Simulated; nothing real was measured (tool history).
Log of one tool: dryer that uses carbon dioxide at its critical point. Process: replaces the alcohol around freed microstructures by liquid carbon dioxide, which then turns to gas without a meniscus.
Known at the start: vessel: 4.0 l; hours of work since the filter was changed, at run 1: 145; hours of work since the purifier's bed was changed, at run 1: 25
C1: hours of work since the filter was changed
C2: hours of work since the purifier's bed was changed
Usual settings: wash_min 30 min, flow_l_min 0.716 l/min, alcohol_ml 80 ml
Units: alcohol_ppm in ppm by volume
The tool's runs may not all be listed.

run 1 hour=0.0 | wash_min=30 flow_l_min=0.716 alcohol_ml=80 | C1=145 C2=25 | alcohol_ppm=324
-- hour=35.1 inlet filter changed
run 2 hour=56.6 | wash_min=30 flow_l_min=0.716 alcohol_ml=80 | C1=10 C2=52 | alcohol_ppm=194
run 3 hour=102.0 | wash_min=30 flow_l_min=0.716 alcohol_ml=80 | C1=33 C2=74 | alcohol_ppm=213
run 4 hour=134.2 | wash_min=30 flow_l_min=0.716 alcohol_ml=80 | C1=48 C2=90 | alcohol_ppm=225
run 5 hour=187.5 | wash_min=30 flow_l_min=0.759 alcohol_ml=80 | C1=74 C2=116 | alcohol_ppm=201
run 6 hour=218.3 | wash_min=30 flow_l_min=1.113 alcohol_ml=80 | C1=89 C2=131 | alcohol_ppm=54
run 7 hour=267.1 | wash_min=30 flow_l_min=1.113 alcohol_ml=80 | C1=113 C2=155 | alcohol_ppm=43
run 8 hour=329.8 | wash_min=30 flow_l_min=1.113 alcohol_ml=80 | C1=144 C2=185 | alcohol_ppm=51
-- hour=365.5 inlet filter changed
run 9 hour=395.9 | wash_min=30 flow_l_min=0.716 alcohol_ml=80 | C1=15 C2=217 | alcohol_ppm=215
run 10 hour=431.6 | wash_min=30 flow_l_min=0.716 alcohol_ml=80 | C1=32 C2=234 | alcohol_ppm=222
run 11 hour=470.7 | wash_min=30 flow_l_min=0.716 alcohol_ml=80 | C1=51 C2=253 | alcohol_ppm=241
run 12 hour=527.0 | wash_min=30 flow_l_min=0.716 alcohol_ml=80 | C1=79 C2=281 | alcohol_ppm=268
run 13 hour=578.1 | wash_min=21 flow_l_min=0.716 alcohol_ml=80 | C1=104 C2=306 | alcohol_ppm=978
run 14 hour=631.9 | wash_min=21 flow_l_min=0.716 alcohol_ml=80 | C1=130 C2=332 | alcohol_ppm=1044
run 15 hour=668.1 | wash_min=21 flow_l_min=0.716 alcohol_ml=80 | C1=147 C2=349 | alcohol_ppm=1065
-- hour=695.2 inlet filter changed
run 16 hour=700.8 | wash_min=21 flow_l_min=0.716 alcohol_ml=80 | C1=3 C2=365 | alcohol_ppm=808
run 17 hour=767.1 | wash_min=21 flow_l_min=0.716 alcohol_ml=80 | C1=35 C2=397 | alcohol_ppm=857
run 18 hour=795.1 | wash_min=30 flow_l_min=0.888 alcohol_ml=45 | C1=49 C2=411 | alcohol_ppm=98
run 19 hour=862.6 | wash_min=30 flow_l_min=0.888 alcohol_ml=45 | C1=82 C2=444 | alcohol_ppm=91
run 20 hour=911.9 | wash_min=29 flow_l_min=0.680 alcohol_ml=41 | C1=106 C2=468 | alcohol_ppm=248
run 21 hour=964.7 | wash_min=30 flow_l_min=0.669 alcohol_ml=80 | C1=131 C2=493 | alcohol_ppm=442
-- hour=1024.9 inlet filter changed
run 22 hour=1027.1 | wash_min=30 flow_l_min=0.669 alcohol_ml=80 | C1=1 C2=523 | alcohol_ppm=307
run 23 hour=1076.3 | wash_min=34 flow_l_min=0.679 alcohol_ml=80 | C1=25 C2=547 | alcohol_ppm=195
run 24 hour=1141.7 | wash_min=46 flow_l_min=1.210 alcohol_ml=43 | C1=57 C2=579 | alcohol_ppm=53
run 25 hour=1207.3 | wash_min=43 flow_l_min=0.704 alcohol_ml=66 | C1=89 C2=611 | alcohol_ppm=88
run 26 hour=1238.2 | wash_min=43 flow_l_min=0.746 alcohol_ml=66 | C1=104 C2=626 | alcohol_ppm=79
run 27 hour=1282.1 | wash_min=30 flow_l_min=0.716 alcohol_ml=29 | C1=125 C2=647 | alcohol_ppm=163
run 28 hour=1329.1 | wash_min=30 flow_l_min=1.160 alcohol_ml=68 | C1=148 C2=670 | alcohol_ppm=85
-- hour=1354.8 inlet filter changed
run 29 hour=1394.1 | wash_min=30 flow_l_min=1.160 alcohol_ml=68 | C1=19 C2=701 | alcohol_ppm=82
run 30 hour=1428.8 | wash_min=30 flow_l_min=1.160 alcohol_ml=68 | C1=36 C2=718 | alcohol_ppm=87
run 31 hour=1493.1 | wash_min=30 flow_l_min=1.160 alcohol_ml=68 | C1=67 C2=750 | alcohol_ppm=83
run 32 hour=1530.5 | wash_min=30 flow_l_min=1.160 alcohol_ml=68 | C1=86 C2=768 | alcohol_ppm=82
run 33 hour=1589.0 | wash_min=43 flow_l_min=0.716 alcohol_ml=23 | C1=114 C2=796 | alcohol_ppm=83
run 34 hour=1648.7 | wash_min=43 flow_l_min=0.716 alcohol_ml=23 | C1=143 C2=825 | alcohol_ppm=84

Measured less the same run without the tool's hidden state. The same run-to-run variation is in both; the gauge's scatter may not be:
The hidden state here: flow that reaches the vessel past the clogged filter, %; alcohol in the recycled carbon dioxide, ppm; drift of the gauge itself on alcohol_ppm, %.
run=1 alcohol_ppm=+131
run=2 alcohol_ppm=+12
run=3 alcohol_ppm=+29
run=4 alcohol_ppm=+39
run=5 alcohol_ppm=+51
run=6 alcohol_ppm=+19
run=7 alcohol_ppm=+25
run=8 alcohol_ppm=+30
run=9 alcohol_ppm=+29
run=10 alcohol_ppm=+42
run=11 alcohol_ppm=+57
run=12 alcohol_ppm=+82
run=13 alcohol_ppm=+236
run=14 alcohol_ppm=+297
run=15 alcohol_ppm=+332
run=16 alcohol_ppm=+53
run=17 alcohol_ppm=+121
run=18 alcohol_ppm=+45
run=19 alcohol_ppm=+53
run=20 alcohol_ppm=+102
run=21 alcohol_ppm=+189
run=22 alcohol_ppm=+51
run=23 alcohol_ppm=+62
run=24 alcohol_ppm=+48
run=25 alcohol_ppm=+65
run=26 alcohol_ppm=+64
run=27 alcohol_ppm=+94
run=28 alcohol_ppm=+69
run=29 alcohol_ppm=+61
run=30 alcohol_ppm=+63
run=31 alcohol_ppm=+69
run=32 alcohol_ppm=+71
run=33 alcohol_ppm=+71
run=34 alcohol_ppm=+76
